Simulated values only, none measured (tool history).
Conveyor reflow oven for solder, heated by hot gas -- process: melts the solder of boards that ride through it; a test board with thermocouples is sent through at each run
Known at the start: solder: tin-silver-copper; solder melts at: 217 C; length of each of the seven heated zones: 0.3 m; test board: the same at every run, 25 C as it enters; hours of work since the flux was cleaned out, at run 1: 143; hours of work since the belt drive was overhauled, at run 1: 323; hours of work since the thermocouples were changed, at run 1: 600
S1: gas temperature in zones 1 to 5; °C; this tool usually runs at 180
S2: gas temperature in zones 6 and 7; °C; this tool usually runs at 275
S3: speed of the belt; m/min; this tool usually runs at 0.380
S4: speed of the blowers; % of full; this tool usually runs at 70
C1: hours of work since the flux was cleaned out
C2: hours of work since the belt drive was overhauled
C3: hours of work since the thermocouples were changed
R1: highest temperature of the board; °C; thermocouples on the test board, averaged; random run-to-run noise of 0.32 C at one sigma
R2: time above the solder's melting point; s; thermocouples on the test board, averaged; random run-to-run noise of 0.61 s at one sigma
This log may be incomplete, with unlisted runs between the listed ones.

run,hour,S1,S2,S3,S4,C1,C2,C3,R1,R2
1,0.0,180,275,0.380,70,143,323,600,260.0,80.9
2,27.9,180,275,0.380,52,157,337,614,255.6,76.7
3,48.0,180,275,0.359,70,167,347,624,261.5,86.8
4,62.4,180,275,0.359,70,174,354,632,262.1,86.5
5,89.8,180,275,0.380,70,188,368,646,260.4,81.3
6,108.4,180,275,0.380,70,198,378,655,260.0,80.7
7,123.8,180,286,0.380,70,206,386,663,269.7,87.8
8,153.8,180,275,0.380,58,221,401,678,257.0,78.3
# hour 188.6: flux residue cleaned out of gas plates and filters
9,190.2,180,275,0.380,58,1,417,694,259.4,79.1
10,220.8,180,275,0.380,58,16,433,710,258.4,78.4
11,246.6,180,275,0.380,58,30,446,723,258.0,78.7
12,265.1,180,264,0.380,70,39,455,732,251.4,74.2
13,282.2,180,266,0.336,70,48,464,741,256.7,89.7
14,296.8,169,273,0.409,70,55,471,749,255.5,67.4
15,325.5,169,273,0.409,70,70,486,763,255.6,66.7
16,342.6,169,281,0.409,62,78,495,772,259.3,69.5
17,366.3,169,281,0.409,62,91,507,784,260.0,69.7
18,392.5,165,275,0.344,70,104,520,797,261.5,85.3
19,414.3,181,275,0.380,64,115,531,808,260.0,81.1
20,436.5,181,275,0.380,64,126,542,820,259.7,81.9
21,464.4,187,275,0.317,64,141,557,834,265.9,105.4
22,479.2,187,275,0.324,60,148,564,842,264.6,102.3
23,503.6,180,275,0.381,70,160,577,854,260.9,80.8

Predict each of these 4 candidate next runs independently; none follows another, all start after run 23:
A,524.6,166,275,0.380,70,171,587,865,?,?
B,524.6,177,275,0.381,70,171,587,865,?,?
C,524.6,181,271,0.381,70,171,587,865,?,?
D,524.6,180,271,0.381,70,171,587,865,?,?

run,R1,R2
A,259.1,73.4
B,260.9,79.8
C,257.4,78.6
D,257.2,79.3
Take away the tool's hidden state, keep each run's random variation, and the runs would have read:
run,R1,R2
A,258.3,71.8
B,260.1,78.1
C,256.5,76.8
D,256.4,77.6
